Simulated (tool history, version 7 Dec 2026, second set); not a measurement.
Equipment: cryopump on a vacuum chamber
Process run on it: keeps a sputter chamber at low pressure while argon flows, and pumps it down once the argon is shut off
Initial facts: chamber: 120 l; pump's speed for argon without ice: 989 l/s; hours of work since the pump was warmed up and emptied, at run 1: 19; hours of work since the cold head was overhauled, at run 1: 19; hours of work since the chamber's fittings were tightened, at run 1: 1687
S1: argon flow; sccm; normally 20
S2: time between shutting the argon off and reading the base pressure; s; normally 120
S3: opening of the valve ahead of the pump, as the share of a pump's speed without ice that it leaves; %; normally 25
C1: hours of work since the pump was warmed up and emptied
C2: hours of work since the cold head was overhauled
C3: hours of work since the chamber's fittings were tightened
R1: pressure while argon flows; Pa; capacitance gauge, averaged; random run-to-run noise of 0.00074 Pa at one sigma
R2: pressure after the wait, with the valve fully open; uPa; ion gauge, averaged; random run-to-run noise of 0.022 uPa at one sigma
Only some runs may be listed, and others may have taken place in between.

run	hour	S1	S2	S3	C1	C2	C3	R1	R2
1	0.0	20	120	25	19	19	1687	0.1372	1.53
2	11.8	20	120	25	25	25	1694	0.1382	1.50
3	28.2	20	120	25	33	33	1702	0.1374	1.49
4	43.9	20	120	25	41	41	1710	0.1389	1.53
5	60.3	20	120	25	50	50	1719	0.1380	1.52
6	75.8	20	120	25	58	58	1727	0.1375	1.55
7	92.3	20	120	25	67	67	1735	0.1379	1.53
8	107.4	20	120	25	74	74	1743	0.1375	1.52
9	117.6	20	120	25	80	80	1748	0.1381	1.61
10	130.6	20	120	25	86	86	1755	0.1386	1.58
11	137.9	20	120	25	90	90	1759	0.1382	1.55
12	147.0	20	120	25	95	95	1764	0.1388	1.58
13	163.3	20	120	25	103	103	1772	0.1391	1.57
14	176.1	20	120	25	110	110	1779	0.1380	1.62
15	190.9	20	120	25	118	118	1786	0.1393	1.57
16	199.3	20	120	17	122	122	1791	0.2034	1.60
17	212.2	20	120	25	129	129	1798	0.1383	1.58
18	219.9	20	120	25	133	133	1802	0.1377	1.64
19	227.5	37	122	25	137	137	1805	0.2581	1.63
20	236.8	12	296	41	141	141	1810	0.0519	1.43
21	251.6	12	296	41	149	149	1818	0.0503	1.44
22	259.6	12	71	41	153	153	1822	0.0511	1.90
23	268.0	12	71	41	158	158	1826	0.0526	1.86
24	276.2	12	71	41	162	162	1831	0.0504	1.88
25	283.9	20	120	21	166	166	1835	0.1648	1.66
26	292.7	32	56	21	171	171	1839	0.2654	2.00
27	306.7	26	56	46	178	178	1847	0.0991	2.05
28	323.8	26	56	46	187	187	1855	0.1002	2.08
29	334.5	26	56	25	192	192	1861	0.1818	2.08
30	345.6	26	56	25	198	198	1867	0.1817	2.03
31	361.0	20	120	57	206	206	1875	0.0638	1.69

Run 32 has not been measured yet. What should we expect?
32	369.8	16	120	20	210	210	1879	?	?

R1: 0.1404 Pa
R2: 1.72 uPa
Were there no unlogged condition in the tool, this run, its random variation unchanged, would have produced R1 0.1375 Pa, R2 0.64 uPa.

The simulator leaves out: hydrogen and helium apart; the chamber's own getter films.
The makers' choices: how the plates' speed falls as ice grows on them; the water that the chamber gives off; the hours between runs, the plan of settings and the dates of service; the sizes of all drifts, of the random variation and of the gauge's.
